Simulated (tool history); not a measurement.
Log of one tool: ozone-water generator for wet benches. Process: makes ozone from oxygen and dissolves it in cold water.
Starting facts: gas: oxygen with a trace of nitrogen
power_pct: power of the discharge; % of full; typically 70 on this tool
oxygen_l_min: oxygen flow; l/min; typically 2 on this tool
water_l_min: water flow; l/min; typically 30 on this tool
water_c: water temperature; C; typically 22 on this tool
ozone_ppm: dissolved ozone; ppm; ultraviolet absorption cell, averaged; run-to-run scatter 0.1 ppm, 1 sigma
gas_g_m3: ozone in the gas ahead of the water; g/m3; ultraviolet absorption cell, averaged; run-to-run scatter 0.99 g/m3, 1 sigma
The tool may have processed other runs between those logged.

run     day  power_pct  oxygen_l_min  water_l_min  water_c  ozone_ppm  gas_g_m3
  1       0         70             2           30       22        7.3       166
  2    2.55         70             2           30       22        7.2     165.9
  3   5.925         70             2           30       28        6.9     165.4
  4   9.017         64             2           30       28        6.6     158.3
  5  12.108         70             2           30       22        7.3     164.8
  6  16.254         70             2           30       22        7.1     165.8
  7  18.896         65             2           30       22        6.8     158.6
  8   21.05         70             2           28       22        7.7       165
  9   24.15         70             2           28       22        7.8     164.6
 10  25.925         70             2           28       22        7.6       165
 11  30.004         70             2           28       22        7.6       165
 12  33.692         70             2           28       22        7.7     163.4
 13  36.525         70             2           30       22        7.2     165.3
 14  38.854         70             2           30       22          7     163.9
 15  42.208         70             2           30       22          7     163.6
 16  43.975         70             2           30       22        7.1     164.6
 17  45.742         70             2           30       22          7     163.9
 18  47.842         70             2           30       15        7.5     163.4
 19  51.779         65             2           30       18          7     155.8
 20  55.746         46             2           33       29        4.7     128.7
 21  59.796         47          2.57           33       29        5.2     116.9
 22    61.7         70          1.21           35       22        4.9     208.3
 23  65.033         70          1.21           35       22        4.8     204.5
 24  69.158         80          1.51           30       14          7       199
 25  71.042         80          1.51           30       21        6.8     198.7
 26  74.542         98          2.04           23       15       11.9     193.5
 27  76.271         88          1.73           21       22       10.8     197.1
 28  78.583         88          1.73           21       22       10.9       196
 29  81.129         87          3.37           37       20        7.3     144.1
 30  83.229         87          3.37           37       20        7.3     142.4
 31  87.042         53          1.01           32       27        4.2     193.1
 32  90.112         53          1.01           28       27        4.9     191.3
 33  93.125         53          1.01           25       24        5.6     189.7

What if the next run were any one of these 3? Each begins from the tool's condition after run 33:
  A  97.371         56          1.01           40       24          ?         ?
  B  97.371         70          2.03           19       22          ?         ?
  C  97.371         53          1.18           24       15          ?         ?

run  ozone_ppm  gas_g_m3
  A        3.1     198.4
  B       10.9     160.2
  C        6.5     177.1
Had the tool no hidden state, the same runs would have come out as:
run  ozone_ppm  gas_g_m3
  A        3.4     208.5
  B       11.9     169.5
  C        7.1     185.9

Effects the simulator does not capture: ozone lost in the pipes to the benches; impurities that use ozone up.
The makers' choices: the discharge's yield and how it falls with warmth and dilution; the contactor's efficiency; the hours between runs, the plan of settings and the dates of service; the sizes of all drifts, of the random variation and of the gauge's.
